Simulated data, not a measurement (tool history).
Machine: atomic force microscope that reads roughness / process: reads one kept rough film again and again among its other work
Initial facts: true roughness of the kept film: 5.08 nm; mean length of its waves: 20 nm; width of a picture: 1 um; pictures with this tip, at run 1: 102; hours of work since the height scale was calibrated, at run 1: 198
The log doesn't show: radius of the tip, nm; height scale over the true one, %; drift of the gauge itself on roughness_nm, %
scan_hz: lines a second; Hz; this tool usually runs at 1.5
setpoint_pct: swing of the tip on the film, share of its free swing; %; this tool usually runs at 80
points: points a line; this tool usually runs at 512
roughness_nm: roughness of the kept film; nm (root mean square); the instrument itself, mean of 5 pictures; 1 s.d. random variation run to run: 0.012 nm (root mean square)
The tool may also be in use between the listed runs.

run  hour  scan_hz  setpoint_pct  points  pictures with this tip  hours of work since the height scale was calibrated  roughness_nm
  1     0      1.5            80     512                     102                                                  198          2.86
  2   5.8     1.62            80     512                     109                                                  202         2.826
  3  15.1     1.62            80     512                     121                                                  208         2.814
  4    22     1.62            80     512                     130                                                  213         2.829
  5    30     1.62            80     512                     140                                                  218          2.82
  6  36.7     1.62            70     512                     148                                                  222         3.051
  7  41.5     1.62            70     512                     154                                                  226         3.003
  8  46.7     1.61            70     735                     161                                                  229         3.028
  9  53.7     1.61            70     735                     169                                                  234         3.037
 10  58.7     1.61            70     735                     176                                                  237         3.014
 11  67.2     0.68            80     327                     186                                                  242         3.041
 12  73.7     2.37            63     262                     194                                                  247         2.968
 13  79.5     0.64            63     782                     202                                                  250         3.282

Branching from run 13: 3 alternative next runs. What would each branch give?
  A  85.4     0.73            63     285                     209                                                  254             ?
  B  85.4     2.25            73     279                     209                                                  254             ?
  C  85.4      1.5            80     478                     209                                                  254             ?

run  roughness_nm
  A         3.182
  B         2.756
  C         2.854
The same runs, with their run-to-run variation unchanged, on a tool lacking any hidden condition would have given:
run  roughness_nm
  A         3.193
  B         2.765
  C         2.864

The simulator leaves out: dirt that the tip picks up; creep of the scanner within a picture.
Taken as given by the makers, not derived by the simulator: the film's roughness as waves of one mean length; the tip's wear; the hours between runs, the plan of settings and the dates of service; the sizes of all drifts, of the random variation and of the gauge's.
